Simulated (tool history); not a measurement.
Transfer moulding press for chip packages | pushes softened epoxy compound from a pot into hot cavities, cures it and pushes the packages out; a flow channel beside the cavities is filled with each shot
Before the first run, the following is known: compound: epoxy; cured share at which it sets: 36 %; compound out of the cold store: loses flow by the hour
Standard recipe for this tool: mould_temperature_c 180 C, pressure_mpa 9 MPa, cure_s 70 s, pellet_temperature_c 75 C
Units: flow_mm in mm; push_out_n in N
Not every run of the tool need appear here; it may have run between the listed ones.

| run | hour | mould_temperature_c | pressure_mpa | cure_s | pellet_temperature_c | incoming compound's hours out of the cold store | flow_mm | push_out_n |
|---|---|---|---|---|---|---|---|---|
| 1 | 0 | 180 | 9 | 70 | 75 | 25.6 | 757 | 1073 |
| 2 | 9.5 | 180 | 9 | 70 | 75 | 18.9 | 790 | 1149 |
|  | 12.8 | cavities cleaned with cleaning compound and waxed |
| 3 | 19 | 180 | 9 | 70 | 75 | 11.5 | 830 | 794 |
| 4 | 25.4 | 180 | 9 | 70 | 75 | 29 | 740 | 830 |
|  | 27.9 | mould's thermocouples calibrated |
| 5 | 35 | 180 | 9 | 70 | 75 | 25.2 | 758 | 926 |
| 6 | 42.1 | 180 | 9 | 79 | 75 | 40.7 | 687 | 757 |
| 7 | 46.2 | 180 | 9 | 70 | 75 | 38.7 | 693 | 984 |

Predict the results of run 8:
| 8 | 53 | 180 | 9 | 70 | 75 | 38.8 | ? | ? |

{"run 8": {"flow_mm": 691, "push_out_n": 989}}
With the hidden condition absent and the run-to-run variation left alone, this run would have shown flow_mm 726 mm, push_out_n 632 N.
